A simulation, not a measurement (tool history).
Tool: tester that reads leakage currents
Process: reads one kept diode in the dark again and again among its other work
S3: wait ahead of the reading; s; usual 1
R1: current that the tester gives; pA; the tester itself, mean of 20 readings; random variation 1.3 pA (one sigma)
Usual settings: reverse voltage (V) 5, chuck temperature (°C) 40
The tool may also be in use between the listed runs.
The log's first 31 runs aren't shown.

{"run": 32, "hour": 1967.3, "reverse voltage (V)": 4.67, "chuck temperature (°C)": 57, "S3": 0.35, "R1": 1399.81}
{"run": 33, "hour": 2033.6, "reverse voltage (V)": 3.61, "chuck temperature (°C)": 25, "S3": 1, "R1": 121.83}
{"run": 34, "hour": 2085.8, "reverse voltage (V)": 10.89, "chuck temperature (°C)": 43, "S3": 6.85, "R1": 767.57}
{"run": 35, "hour": 2129.1, "reverse voltage (V)": 1.64, "chuck temperature (°C)": 25, "S3": 1.32, "R1": 84.48}
{"run": 36, "hour": 2208.3, "reverse voltage (V)": 6.16, "chuck temperature (°C)": 47, "S3": 3.26, "R1": 796.79}
{"run": 37, "hour": 2286.7, "reverse voltage (V)": 6.16, "chuck temperature (°C)": 47, "S3": 3.26, "R1": 801.04}
{"run": 38, "hour": 2324.5, "reverse voltage (V)": 3.67, "chuck temperature (°C)": 40, "S3": 8.14, "R1": 385.77}
{"run": 39, "hour": 2387.3, "reverse voltage (V)": 5, "chuck temperature (°C)": 40, "S3": 4.18, "R1": 440.79}
{"run": 40, "hour": 2471.2, "reverse voltage (V)": 5, "chuck temperature (°C)": 40, "S3": 4.18, "R1": 441.91}

Forecast each of these 3 alternatives for the next run:
{"run": "A", "hour": 2545.0, "reverse voltage (V)": 6.03, "chuck temperature (°C)": 40, "S3": 4.1, "R1": "?"}
{"run": "B", "hour": 2545.0, "reverse voltage (V)": 5, "chuck temperature (°C)": 51, "S3": 4.18, "R1": "?"}
{"run": "C", "hour": 2545.0, "reverse voltage (V)": 5, "chuck temperature (°C)": 40, "S3": 0.78, "R1": "?"}

run=A R1=486.39
run=B R1=981.69
run=C R1=447.22
Without the tool's hidden state the same runs would have given:
run=A R1=460.96
run=B R1=944.74
run=C R1=424.85
